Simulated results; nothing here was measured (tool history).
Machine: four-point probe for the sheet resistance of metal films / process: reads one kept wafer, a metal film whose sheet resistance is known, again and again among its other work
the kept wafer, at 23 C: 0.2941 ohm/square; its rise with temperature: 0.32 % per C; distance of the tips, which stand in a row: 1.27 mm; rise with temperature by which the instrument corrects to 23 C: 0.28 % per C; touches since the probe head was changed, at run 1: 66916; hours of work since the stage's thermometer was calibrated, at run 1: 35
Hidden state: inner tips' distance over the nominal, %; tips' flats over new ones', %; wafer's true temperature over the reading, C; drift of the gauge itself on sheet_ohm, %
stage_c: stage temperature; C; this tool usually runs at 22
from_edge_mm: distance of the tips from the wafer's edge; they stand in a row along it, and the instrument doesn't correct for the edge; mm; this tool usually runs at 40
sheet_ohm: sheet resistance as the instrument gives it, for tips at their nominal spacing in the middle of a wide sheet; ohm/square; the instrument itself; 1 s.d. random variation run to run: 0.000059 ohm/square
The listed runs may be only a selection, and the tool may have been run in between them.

run	hour	stage_c	from_edge_mm	touches since the probe head was changed	hours of work since the stage's thermometer was calibrated	sheet_ohm
1	0.0	22	40	66916	35	0.296824
2	15.8	22	40	67345	43	0.296769
3	31.8	22	40	67781	52	0.296829
4	45.4	22	40	68151	59	0.296818
5	60.9	22	40	68574	67	0.296916
6	69.1	22	40	68796	72	0.296888
7	84.0	22	40	69202	80	0.296840
8	98.9	22	40	69608	87	0.296970
9	115.1	22	40	70049	96	0.296832
10	122.1	22	40	70238	100	0.296897
11	132.9	22	40	70533	105	0.296921
12	146.7	22	49	70908	113	0.296842
13	161.5	31	40	71311	120	0.297965
14	176.3	22	19	71713	128	0.297323
15	187.6	22	19	72023	134	0.297329
16	197.7	22	15	72296	140	0.297971
17	213.0	24	40	72713	148	0.297166
18	222.5	32	40	72971	153	0.298114
19	239.2	32	4	73425	162	0.313136
20	252.8	32	4	73796	169	0.313173
21	267.4	25	40	74195	177	0.297292
22	279.3	22	40	74518	183	0.296878
23	289.6	22	6	74797	188	0.303801
24	299.8	27	36	75076	194	0.297536
25	306.6	21	15	75260	197	0.297807
26	313.9	19	6	75459	201	0.303448
27	328.5	28	14	75857	209	0.298853
28	337.9	28	14	76112	214	0.298810
29	345.6	28	5	76321	218	0.307508
30	357.1	26	7	76634	224	0.302511
31	364.4	26	7	76834	228	0.302482
32	378.9	28	40	77229	235	0.297696
33	391.9	27	10	77582	242	0.299937
34	401.9	25	40	77855	248	0.297275
35	409.9	21	32	78073	252	0.296996
36	417.6	21	32	78282	256	0.296974
37	426.0	22	23	78509	260	0.297389
38	436.0	24	7	78781	266	0.302237
39	445.6	24	7	79043	271	0.302342
40	458.6	24	7	79397	278	0.302323
41	468.4	29	4	79663	283	0.312913
42	483.9	19	15	80086	291	0.297609
43	492.5	25	3	80319	296	0.323180
44	499.5	25	3	80509	299	0.323088

Here are 5 independent what-if runs from the current tool condition. What would each one return?
A	512.1	22	40	80853	306	?
B	512.1	30	22	80853	306	?
C	512.1	29	40	80853	306	?
D	512.1	30	38	80853	306	?
E	512.1	27	35	80853	306	?

run	sheet_ohm
A	0.297113
B	0.298405
C	0.297935
D	0.297988
E	0.297768
Without the tool's unlogged condition, the same runs would have read:
run	sheet_ohm
A	0.294208
B	0.295487
C	0.295022
D	0.295074
E	0.294856
